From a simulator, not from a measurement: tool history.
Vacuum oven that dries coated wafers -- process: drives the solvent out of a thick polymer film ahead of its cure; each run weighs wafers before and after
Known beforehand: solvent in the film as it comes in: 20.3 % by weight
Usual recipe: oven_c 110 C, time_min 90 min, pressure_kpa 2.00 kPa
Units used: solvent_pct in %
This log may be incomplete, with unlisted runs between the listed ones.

Run 1, day 0.000: usual settings. Result: solvent_pct 1.161 %.
Run 2, day 1.521: usual settings. Result: solvent_pct 1.161 %.
Run 3, day 3.233: usual settings. Result: solvent_pct 1.157 %.
Run 4, day 4.671: usual settings. Result: solvent_pct 1.151 %.
Run 5, day 6.300: usual settings. Result: solvent_pct 1.154 %.
Run 6, day 8.221: usual settings. Result: solvent_pct 1.149 %.
Run 7, day 9.500: usual settings. Result: solvent_pct 1.131 %.
Run 8, day 10.662: usual settings but oven_c 97 C, time_min 66 min, pressure_kpa 1.01 kPa. Result: solvent_pct 5.446 %.
Run 9, day 11.779: usual settings but oven_c 122 C, time_min 85 min, pressure_kpa 4.29 kPa. Result: solvent_pct 1.043 %.
Run 10, day 13.138: usual settings but pressure_kpa 4.72 kPa. Result: solvent_pct 2.049 %.
Run 11, day 14.504: usual settings but time_min 45 min. Result: solvent_pct 3.223 %.
Run 12, day 16.288: usual settings but time_min 45 min. Result: solvent_pct 3.218 %.
Run 13, day 17.612: usual settings but oven_c 123 C, time_min 45 min. Result: solvent_pct 0.779 %.

Some steps in solvent_pct, run to run, broken into two amounts with sign: the step expected even without the hidden condition (settings, incoming material, random variation), and the rest, left for the hidden condition together with whatever gauge scatter is not in both the measured and the hidden-condition-free result:
Hidden state present: true wafer temperature over the reading, C; true pressure over the reading, kPa; drift of the gauge itself on solvent_pct, %.
Run 8 -> 9: oven_c 97 -> 122, time_min 66 -> 85, pressure_kpa 1.01 -> 4.29. solvent_pct -4.403 %: hidden state +0.381, all else -4.784.
